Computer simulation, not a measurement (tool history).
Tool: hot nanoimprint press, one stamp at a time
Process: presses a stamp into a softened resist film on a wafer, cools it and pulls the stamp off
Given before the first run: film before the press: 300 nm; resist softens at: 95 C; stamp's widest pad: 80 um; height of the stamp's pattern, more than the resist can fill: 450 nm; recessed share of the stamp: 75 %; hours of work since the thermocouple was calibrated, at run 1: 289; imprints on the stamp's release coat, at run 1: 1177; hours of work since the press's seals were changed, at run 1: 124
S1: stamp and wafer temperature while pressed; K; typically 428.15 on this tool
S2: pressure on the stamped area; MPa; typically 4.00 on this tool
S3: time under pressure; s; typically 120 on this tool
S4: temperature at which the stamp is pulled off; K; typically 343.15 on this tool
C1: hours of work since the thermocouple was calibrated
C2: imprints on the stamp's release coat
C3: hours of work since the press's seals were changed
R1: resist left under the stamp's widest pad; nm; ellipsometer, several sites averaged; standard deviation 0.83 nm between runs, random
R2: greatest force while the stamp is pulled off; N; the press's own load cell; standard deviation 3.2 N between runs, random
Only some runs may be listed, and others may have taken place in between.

| run | hour | S1 | S2 | S3 | S4 | C1 | C2 | C3 | R1 | R2 |
|---|---|---|---|---|---|---|---|---|---|---|
| 1 | 0.0 | 428.15 | 4.00 | 120 | 343.15 | 289 | 1177 | 124 | 169.9 | 158 |
| 2 | 8.2 | 428.15 | 3.07 | 120 | 343.15 | 294 | 1205 | 128 | 186.2 | 164 |
| 3 | 16.8 | 428.15 | 4.00 | 120 | 343.15 | 298 | 1234 | 132 | 168.7 | 155 |
| 4 | 20.5 | 428.15 | 4.00 | 209 | 343.15 | 300 | 1247 | 134 | 137.7 | 158 |
| 5 | 29.3 | 428.15 | 4.00 | 60 | 343.15 | 304 | 1277 | 139 | 208.1 | 155 |
| 6 | 34.3 | 428.15 | 4.31 | 120 | 343.15 | 307 | 1294 | 141 | 164.6 | 152 |
| 7 | 41.6 | 428.15 | 4.09 | 120 | 343.15 | 310 | 1319 | 145 | 166.2 | 152 |
| 8 | 49.3 | 428.15 | 4.09 | 120 | 341.15 | 314 | 1345 | 149 | 167.6 | 160 |
| 9 | 56.3 | 428.15 | 4.09 | 120 | 341.15 | 318 | 1369 | 152 | 166.3 | 160 |
| 10 | 62.1 | 428.15 | 4.09 | 120 | 341.15 | 320 | 1389 | 155 | 165.8 | 159 |
| 11 | 67.1 | 428.15 | 4.09 | 120 | 341.15 | 323 | 1406 | 157 | 166.9 | 161 |
|  | 78.9 | stamp cleaned and given a new release coat |
| 12 | 79.4 | 423.15 | 4.00 | 120 | 343.15 | 326 | 1 | 161 | 211.2 | 150 |
| 13 | 85.3 | 428.15 | 4.00 | 120 | 343.15 | 329 | 22 | 164 | 166.8 | 158 |
| 14 | 91.0 | 428.15 | 4.00 | 120 | 343.15 | 332 | 41 | 166 | 168.9 | 153 |
| 15 | 99.5 | 428.15 | 4.00 | 120 | 343.15 | 336 | 70 | 171 | 168.9 | 158 |
| 16 | 103.8 | 428.15 | 4.00 | 120 | 343.15 | 338 | 85 | 173 | 168.8 | 156 |
| 17 | 110.1 | 428.15 | 3.15 | 120 | 346.15 | 341 | 106 | 176 | 183.4 | 146 |
| 18 | 116.6 | 428.15 | 3.15 | 120 | 346.15 | 345 | 129 | 179 | 182.3 | 146 |
| 19 | 122.4 | 428.15 | 3.15 | 120 | 346.15 | 348 | 149 | 182 | 183.1 | 141 |
| 20 | 130.0 | 428.15 | 2.63 | 120 | 343.15 | 351 | 175 | 186 | 195.4 | 153 |
| 21 | 136.2 | 428.15 | 2.63 | 120 | 343.15 | 354 | 196 | 189 | 193.5 | 152 |
| 22 | 140.8 | 425.15 | 3.74 | 120 | 335.15 | 357 | 211 | 191 | 199.7 | 173 |
| 23 | 147.2 | 425.15 | 3.74 | 120 | 335.15 | 360 | 233 | 195 | 198.8 | 179 |
| 24 | 155.2 | 425.15 | 3.74 | 90 | 342.15 | 364 | 261 | 199 | 214.2 | 156 |
| 25 | 164.3 | 416.15 | 3.00 | 128 | 329.15 | 369 | 292 | 203 | 273.3 | 198 |
| 26 | 169.6 | 428.15 | 5.56 | 151 | 337.15 | 371 | 310 | 206 | 135.8 | 167 |
| 27 | 174.0 | 430.15 | 5.61 | 150 | 330.15 | 373 | 325 | 208 | 120.8 | 192 |
| 28 | 182.0 | 428.15 | 2.97 | 120 | 343.15 | 377 | 352 | 212 | 187.4 | 152 |
| 29 | 189.1 | 434.15 | 4.00 | 120 | 342.15 | 381 | 376 | 215 | 122.9 | 163 |

For each entry between runs, how does the tool's hidden state at the last listed run before it compare with that at the first listed run after it?
After run 11, before run 12: stamp cleaned and given a new release coat (hour 78.9)
  grip of the stamp's worn release coat, % over a new coat's: 1.3 -> 0
